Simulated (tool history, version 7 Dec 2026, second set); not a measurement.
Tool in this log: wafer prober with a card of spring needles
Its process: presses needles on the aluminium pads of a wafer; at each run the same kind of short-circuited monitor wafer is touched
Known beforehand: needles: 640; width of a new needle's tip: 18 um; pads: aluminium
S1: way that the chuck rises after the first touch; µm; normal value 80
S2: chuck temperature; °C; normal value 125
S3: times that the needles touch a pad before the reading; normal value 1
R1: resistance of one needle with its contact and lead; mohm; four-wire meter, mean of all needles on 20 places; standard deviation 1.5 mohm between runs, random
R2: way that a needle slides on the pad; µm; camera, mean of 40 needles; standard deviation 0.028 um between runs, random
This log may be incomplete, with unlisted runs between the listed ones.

run	day	S1	S2	S3	R1	R2
1	0	80	125	1	149	11.84
2	0.246	80	125	1	169	11.83
# day 0.296: tips cleaned on abrasive film
3	0.512	80	125	1	165	11.86
# day 0.667: tips cleaned on abrasive film
4	0.892	80	125	1	165	11.8
# day 1.054: tips cleaned on abrasive film
5	1.229	80	30	1	153	11.8
# day 1.438: tips cleaned on abrasive film
6	1.438	80	30	1	129	11.75
7	1.75	80	125	2	157	11.77
# day 1.817: tips cleaned on abrasive film
8	2.117	80	125	2	156	11.77
# day 2.183: tips cleaned on abrasive film
9	2.358	80	125	2	152	11.74
# day 2.579: tips cleaned on abrasive film
10	2.592	80	125	2	144	11.74
11	2.796	80	125	2	152	11.77
# day 2.946: tips cleaned on abrasive film
12	2.983	80	125	2	145	11.72
13	3.221	80	125	1	166	11.7
# day 3.329: tips cleaned on abrasive film
14	3.496	80	77	1	162	11.67
# day 3.7: tips cleaned on abrasive film
15	3.846	93	29	1	146	13.61
# day 4.083: tips cleaned on abrasive film
16	4.175	93	29	1	137	13.57
# day 4.454: tips cleaned on abrasive film
17	4.467	61	74	1	144	8.89
18	4.692	61	74	1	186	8.83
# day 4.846: tips cleaned on abrasive film
19	4.975	85	26	1	144	12.39
# day 5.217: tips cleaned on abrasive film
20	5.308	96	44	1	142	14.01
21	5.467	96	44	1	149	14.02
# day 5.604: tips cleaned on abrasive film
22	5.717	80	125	2	150	11.62
23	5.871	67	51	2	156	9.72
# day 5.988: tips cleaned on abrasive film
24	6.125	79	125	2	155	11.41
# day 6.358: tips cleaned on abrasive film
25	6.358	79	125	2	139	11.5
26	6.7	79	125	2	159	11.44

Below are 5 alternative next runs, each starting from the tool's condition after run 26. Predict each:
# day 6.733: tips cleaned on abrasive film
A	6.871	80	85	1	?	?
# day 6.733: tips cleaned on abrasive film
B	6.871	62	41	2	?	?
# day 6.733: tips cleaned on abrasive film
C	6.871	75	70	2	?	?
# day 6.733: tips cleaned on abrasive film
D	6.871	80	125	2	?	?
# day 6.733: tips cleaned on abrasive film
E	6.871	80	66	1	?	?

run	R1	R2
A	160	11.59
B	156	8.94
C	147	10.84
D	154	11.59
E	159	11.58
Without the tool's hidden state the same runs would have given:
run	R1	R2
A	135	11.81
B	130	9.16
C	130	11.06
D	140	11.81
E	133	11.8

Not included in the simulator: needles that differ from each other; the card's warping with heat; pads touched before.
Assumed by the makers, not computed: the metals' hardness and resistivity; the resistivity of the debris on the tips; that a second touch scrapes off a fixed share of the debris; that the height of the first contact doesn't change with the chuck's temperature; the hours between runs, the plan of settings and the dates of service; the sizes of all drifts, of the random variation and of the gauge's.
